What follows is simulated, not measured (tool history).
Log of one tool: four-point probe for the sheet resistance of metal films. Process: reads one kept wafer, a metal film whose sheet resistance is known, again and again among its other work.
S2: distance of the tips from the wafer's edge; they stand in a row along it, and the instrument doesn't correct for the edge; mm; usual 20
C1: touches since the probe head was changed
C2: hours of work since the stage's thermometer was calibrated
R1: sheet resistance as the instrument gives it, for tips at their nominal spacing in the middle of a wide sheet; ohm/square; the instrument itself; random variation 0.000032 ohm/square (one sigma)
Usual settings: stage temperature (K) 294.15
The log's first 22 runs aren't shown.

run 23 hour=1528.6 | stage_temperature_(K)=294.15 S2=20 | C1=101593 C2=475 | R1=0.16299
run 24 hour=1625.6 | stage_temperature_(K)=303.15 S2=4 | C1=105886 C2=528 | R1=0.165967
run 25 hour=1692.6 | stage_temperature_(K)=301.15 S2=34 | C1=108846 C2=564 | R1=0.163732
run 26 hour=1763.9 | stage_temperature_(K)=294.15 S2=4 | C1=111999 C2=603 | R1=0.165352
run 27 hour=1843.1 | stage_temperature_(K)=298.15 S2=8 | C1=115505 C2=646 | R1=0.164096
run 28 hour=1917.6 | stage_temperature_(K)=303.15 S2=20 | C1=118798 C2=687 | R1=0.164155
run 29 hour=1992.4 | stage_temperature_(K)=303.15 S2=20 | C1=122105 C2=728 | R1=0.164191
run 30 hour=2064.1 | stage_temperature_(K)=303.15 S2=20 | C1=125275 C2=767 | R1=0.164281
run 31 hour=2129.9 | stage_temperature_(K)=297.15 S2=58 | C1=128189 C2=803 | R1=0.163726
run 32 hour=2219.5 | stage_temperature_(K)=297.15 S2=14 | C1=132152 C2=852 | R1=0.163986
-- hour=2242.2 new probe head fitted
run 33 hour=2309.1 | stage_temperature_(K)=308.15 S2=4 | C1=2960 C2=900 | R1=0.163761
run 34 hour=2395.5 | stage_temperature_(K)=292.15 S2=4 | C1=6780 C2=947 | R1=0.162457
run 35 hour=2438.1 | stage_temperature_(K)=292.15 S2=58 | C1=8666 C2=970 | R1=0.160378
run 36 hour=2479.7 | stage_temperature_(K)=292.15 S2=58 | C1=10505 C2=993 | R1=0.160407
run 37 hour=2551.4 | stage_temperature_(K)=292.15 S2=58 | C1=13674 C2=1032 | R1=0.160516
run 38 hour=2596 | stage_temperature_(K)=301.15 S2=4 | C1=15650 C2=1056 | R1=0.163501
run 39 hour=2689 | stage_temperature_(K)=301.15 S2=4 | C1=19760 C2=1107 | R1=0.163567
run 40 hour=2783.1 | stage_temperature_(K)=301.15 S2=4 | C1=23921 C2=1158 | R1=0.163611
run 41 hour=2863.9 | stage_temperature_(K)=299.15 S2=20 | C1=27498 C2=1202 | R1=0.161435
run 42 hour=2940.8 | stage_temperature_(K)=293.15 S2=19 | C1=30899 C2=1244 | R1=0.160956
run 43 hour=3039.2 | stage_temperature_(K)=300.15 S2=50 | C1=35248 C2=1298 | R1=0.161608
run 44 hour=3110.1 | stage_temperature_(K)=300.15 S2=50 | C1=38383 C2=1337 | R1=0.161692
run 45 hour=3163.2 | stage_temperature_(K)=304.15 S2=3 | C1=40734 C2=1366 | R1=0.165908
run 46 hour=3212.8 | stage_temperature_(K)=293.15 S2=4 | C1=42927 C2=1393 | R1=0.163256

Forecast each of these 3 alternatives for the next run:
run A hour=3269.3 | stage_temperature_(K)=294.15 S2=4 | C1=45427 C2=1424 | R1=?
run B hour=3269.3 | stage_temperature_(K)=307.15 S2=4 | C1=45427 C2=1424 | R1=?
run C hour=3269.3 | stage_temperature_(K)=298.15 S2=4 | C1=45427 C2=1424 | R1=?

run=A R1=0.163412
run=B R1=0.164508
run=C R1=0.163847
Without the tool's hidden state the same runs would have given:
run=A R1=0.163054
run=B R1=0.164151
run=C R1=0.163489

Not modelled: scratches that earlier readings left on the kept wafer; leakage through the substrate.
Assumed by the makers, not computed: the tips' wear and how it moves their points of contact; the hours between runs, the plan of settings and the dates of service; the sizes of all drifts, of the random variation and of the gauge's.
